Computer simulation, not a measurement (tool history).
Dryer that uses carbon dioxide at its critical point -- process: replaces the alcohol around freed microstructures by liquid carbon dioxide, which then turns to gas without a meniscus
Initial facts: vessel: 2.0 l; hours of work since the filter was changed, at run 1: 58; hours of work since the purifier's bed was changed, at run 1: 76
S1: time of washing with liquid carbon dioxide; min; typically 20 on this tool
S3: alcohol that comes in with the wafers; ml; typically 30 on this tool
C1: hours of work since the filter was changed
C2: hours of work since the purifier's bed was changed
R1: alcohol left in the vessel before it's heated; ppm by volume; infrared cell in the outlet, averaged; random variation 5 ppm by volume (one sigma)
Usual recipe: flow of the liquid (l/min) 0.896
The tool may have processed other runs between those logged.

{"run": 1, "hour": 0.0, "S1": 20, "flow of the liquid (l/min)": 0.896, "S3": 30, "C1": 58, "C2": 76, "R1": 26}
{"run": 2, "hour": 17.0, "S1": 20, "flow of the liquid (l/min)": 0.896, "S3": 30, "C1": 66, "C2": 84, "R1": 31}
{"run": 3, "hour": 38.4, "S1": 20, "flow of the liquid (l/min)": 0.896, "S3": 30, "C1": 76, "C2": 94, "R1": 32}
{"run": 4, "hour": 66.6, "S1": 20, "flow of the liquid (l/min)": 0.896, "S3": 91, "C1": 89, "C2": 107, "R1": 49}
{"run": 5, "hour": 94.2, "S1": 23, "flow of the liquid (l/min)": 0.896, "S3": 30, "C1": 101, "C2": 119, "R1": 37}
{"run": 6, "hour": 117.5, "S1": 23, "flow of the liquid (l/min)": 0.896, "S3": 30, "C1": 112, "C2": 130, "R1": 39}
{"run": 7, "hour": 142.9, "S1": 20, "flow of the liquid (l/min)": 0.896, "S3": 30, "C1": 123, "C2": 141, "R1": 40}
{"run": 8, "hour": 156.8, "S1": 20, "flow of the liquid (l/min)": 0.896, "S3": 30, "C1": 130, "C2": 148, "R1": 46}
{"run": 9, "hour": 170.2, "S1": 20, "flow of the liquid (l/min)": 0.896, "S3": 50, "C1": 136, "C2": 154, "R1": 48}
{"run": 10, "hour": 188.1, "S1": 20, "flow of the liquid (l/min)": 0.896, "S3": 50, "C1": 144, "C2": 162, "R1": 50}
{"run": 11, "hour": 209.4, "S1": 20, "flow of the liquid (l/min)": 0.896, "S3": 50, "C1": 154, "C2": 172, "R1": 48}
{"run": 12, "hour": 236.0, "S1": 20, "flow of the liquid (l/min)": 0.896, "S3": 50, "C1": 166, "C2": 184, "R1": 50}
{"run": 13, "hour": 263.3, "S1": 20, "flow of the liquid (l/min)": 0.896, "S3": 70, "C1": 178, "C2": 196, "R1": 64}
{"run": 14, "hour": 292.9, "S1": 20, "flow of the liquid (l/min)": 0.896, "S3": 70, "C1": 192, "C2": 210, "R1": 63}
{"run": 15, "hour": 317.5, "S1": 20, "flow of the liquid (l/min)": 0.896, "S3": 28, "C1": 203, "C2": 221, "R1": 55}
{"run": 16, "hour": 343.5, "S1": 20, "flow of the liquid (l/min)": 0.896, "S3": 72, "C1": 215, "C2": 233, "R1": 77}
{"run": 17, "hour": 361.7, "S1": 20, "flow of the liquid (l/min)": 0.885, "S3": 30, "C1": 223, "C2": 241, "R1": 64}
{"run": 18, "hour": 379.7, "S1": 20, "flow of the liquid (l/min)": 0.896, "S3": 30, "C1": 231, "C2": 249, "R1": 64}
{"run": 19, "hour": 394.6, "S1": 20, "flow of the liquid (l/min)": 0.896, "S3": 30, "C1": 238, "C2": 256, "R1": 69}
{"run": 20, "hour": 423.8, "S1": 20, "flow of the liquid (l/min)": 0.896, "S3": 30, "C1": 251, "C2": 269, "R1": 70}
{"run": 21, "hour": 447.0, "S1": 20, "flow of the liquid (l/min)": 0.577, "S3": 90, "C1": 262, "C2": 280, "R1": 585}
{"run": 22, "hour": 477.6, "S1": 20, "flow of the liquid (l/min)": 0.577, "S3": 90, "C1": 276, "C2": 294, "R1": 605}
{"run": 23, "hour": 499.7, "S1": 20, "flow of the liquid (l/min)": 0.867, "S3": 30, "C1": 286, "C2": 304, "R1": 85}
{"hour": 502.8, "done": "inlet filter changed"}
{"run": 24, "hour": 519.4, "S1": 20, "flow of the liquid (l/min)": 0.867, "S3": 30, "C1": 8, "C2": 312, "R1": 73}

Forecast run 25:
{"run": 25, "hour": 548.8, "S1": 27, "flow of the liquid (l/min)": 1.118, "S3": 30, "C1": 21, "C2": 326, "R1": "?"}

Run 25 came out at R1 69 ppm by volume.
With no hidden state in the tool, this same run would have given R1 6 ppm by volume.
